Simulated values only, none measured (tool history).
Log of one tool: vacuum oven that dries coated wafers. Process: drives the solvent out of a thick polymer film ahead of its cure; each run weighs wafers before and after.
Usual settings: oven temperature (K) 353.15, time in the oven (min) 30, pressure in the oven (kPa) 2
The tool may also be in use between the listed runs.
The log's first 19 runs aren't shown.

run,day,oven temperature (K),time in the oven (min),pressure in the oven (kPa),hours of work since the thermocouples were calibrated,hours of work since the vacuum gauge was cleaned of residue,solvent left in the film (%)
20,10.129,345.15,28,5.27,1003,26,7.57
21,10.517,355.15,27,1.83,1010,33,3.36
22,11,354.15,16,1.04,1018,41,5.33
23,11.692,353.15,20,2.23,1029,52,5.15
24,12.379,367.15,40,1.15,1041,64,0.66
25,12.925,342.15,21,2,1050,73,7.4
26,13.262,343.15,25,2,1056,79,6.45
27,13.779,343.15,25,2,1064,87,6.54
28,14.404,350.15,25,2.35,1075,98,5.01
29,14.708,345.15,16,2,1080,103,7.72
# day 15.125: oven's thermocouples calibrated
30,15.429,355.15,20,2,5,113,4.08
31,16.067,346.15,38,2,16,124,3.56
32,16.754,346.15,17,2,27,135,6.71
33,17.45,346.15,17,2,39,147,6.69
34,17.942,346.15,17,2,47,155,6.77

4 ways to go on from here, each from the tool as it stands after run 34. What would each give?
A,18.367,347.15,52,7.25,54,162,?
B,18.367,341.15,35,2,54,162,?
C,18.367,363.15,29,2.72,54,162,?
D,18.367,351.15,50,7.95,54,162,?

run,solvent left in the film (%)
A,6.03
B,5.07
C,1.85
D,5.45
Without the tool's hidden state the same runs would have given:
run,solvent left in the film (%)
A,6.02
B,5.05
C,1.84
D,5.44

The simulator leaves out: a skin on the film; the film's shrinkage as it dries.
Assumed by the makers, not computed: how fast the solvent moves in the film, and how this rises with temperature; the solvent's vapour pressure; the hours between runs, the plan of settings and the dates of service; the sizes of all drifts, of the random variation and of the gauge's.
